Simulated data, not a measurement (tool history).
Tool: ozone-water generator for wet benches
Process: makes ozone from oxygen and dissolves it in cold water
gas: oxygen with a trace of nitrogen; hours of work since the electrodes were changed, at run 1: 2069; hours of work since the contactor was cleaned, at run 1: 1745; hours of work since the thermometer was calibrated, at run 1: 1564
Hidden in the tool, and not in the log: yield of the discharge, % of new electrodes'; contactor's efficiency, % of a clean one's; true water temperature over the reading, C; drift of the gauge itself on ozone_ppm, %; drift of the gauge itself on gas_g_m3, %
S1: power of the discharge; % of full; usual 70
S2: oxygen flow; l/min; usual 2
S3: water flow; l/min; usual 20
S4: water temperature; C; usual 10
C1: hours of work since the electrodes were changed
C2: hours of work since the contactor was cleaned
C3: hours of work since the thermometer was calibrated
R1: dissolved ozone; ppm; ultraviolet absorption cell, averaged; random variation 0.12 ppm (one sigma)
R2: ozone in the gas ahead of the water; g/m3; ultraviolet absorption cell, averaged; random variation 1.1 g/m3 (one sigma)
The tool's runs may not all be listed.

run,hour,S1,S2,S3,S4,C1,C2,C3,R1,R2
1,0,70,2,20,10,2069,1745,1564,9.7,192.2
2,53.6,48,2,20,10,2103,1778,1598,7,144
3,88.8,48,2,20,10,2125,1801,1620,7.4,143.1
4,150.4,70,2,29,10,2164,1839,1659,6.2,192.5
5,212.5,70,2,20,10,2203,1878,1698,9.7,193.7
6,248.7,70,2,20,10,2225,1901,1721,9.6,193.3
7,288.6,70,2,20,10,2251,1926,1746,9.6,193.8
8,363.4,70,2,20,10,2298,1974,1793,9.5,191.1
9,409.6,70,2,20,10,2327,2003,1822,9.6,191.8
10,490.6,70,2,20,10,2378,2054,1873,9.4,191.2
11,526.1,70,2,20,10,2400,2076,1896,9.5,190.1
12,597.9,70,2,16,10,2446,2121,1941,12.3,191.7
13,644.4,57,2,20,10,2475,2151,1970,8.2,163.5

Forecast run 14:
14,679.7,57,2,24,10,2497,2173,1992,?,?

Run 14 gave R1 6.7 ppm, R2 163.4 g/m3.
Without the tool's hidden state the same run would have given R1 7.2 ppm, R2 171.6 g/m3.
